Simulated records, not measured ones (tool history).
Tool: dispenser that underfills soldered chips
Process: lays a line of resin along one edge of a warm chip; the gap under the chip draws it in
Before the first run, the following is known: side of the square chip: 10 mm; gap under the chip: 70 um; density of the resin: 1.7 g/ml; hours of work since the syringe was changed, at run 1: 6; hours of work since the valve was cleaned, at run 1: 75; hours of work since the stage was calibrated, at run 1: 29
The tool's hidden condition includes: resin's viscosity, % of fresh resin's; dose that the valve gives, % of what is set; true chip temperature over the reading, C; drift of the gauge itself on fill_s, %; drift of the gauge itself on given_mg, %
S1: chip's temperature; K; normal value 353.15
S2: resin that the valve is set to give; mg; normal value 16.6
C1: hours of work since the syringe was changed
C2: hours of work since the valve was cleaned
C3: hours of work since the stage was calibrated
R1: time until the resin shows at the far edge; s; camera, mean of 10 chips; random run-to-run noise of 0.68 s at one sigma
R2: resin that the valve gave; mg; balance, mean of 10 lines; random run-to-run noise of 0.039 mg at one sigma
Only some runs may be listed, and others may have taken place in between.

Run 1, hour 0.0: usual settings; C1 6; C2 75; C3 29. Result: R1 92.8 s, R2 16.00 mg.
Run 2, hour 2.6: usual settings; C1 8; C2 77; C3 30. Result: R1 105.7 s, R2 16.00 mg.
At hour 4.0: new syringe of resin.
Run 3, hour 6.0: usual settings; C1 1; C2 78; C3 32. Result: R1 67.6 s, R2 15.97 mg.
At hour 7.2: dispensing valve cleaned and set on the balance.
Run 4, hour 9.5: usual settings; C1 3; C2 1; C3 34. Result: R1 72.5 s, R2 16.52 mg.
Run 5, hour 11.5: usual settings; C1 4; C2 3; C3 35. Result: R1 80.5 s, R2 16.61 mg.
Run 6, hour 14.1: usual settings; C1 6; C2 4; C3 37. Result: R1 89.2 s, R2 16.57 mg.

Run 7 comes next. What will it give?
Run 7, hour 18.3: usual settings but S1 340.15 K, S2 20.6 mg; C1 8; C2 7; C3 39. Result: R1 ?, R2 ?.

{"run 7": {"R1": 202.9, "R2": 20.53}}
With the hidden condition absent and the run-to-run variation left alone, this run would have shown R1 114.8 s, R2 20.62 mg.
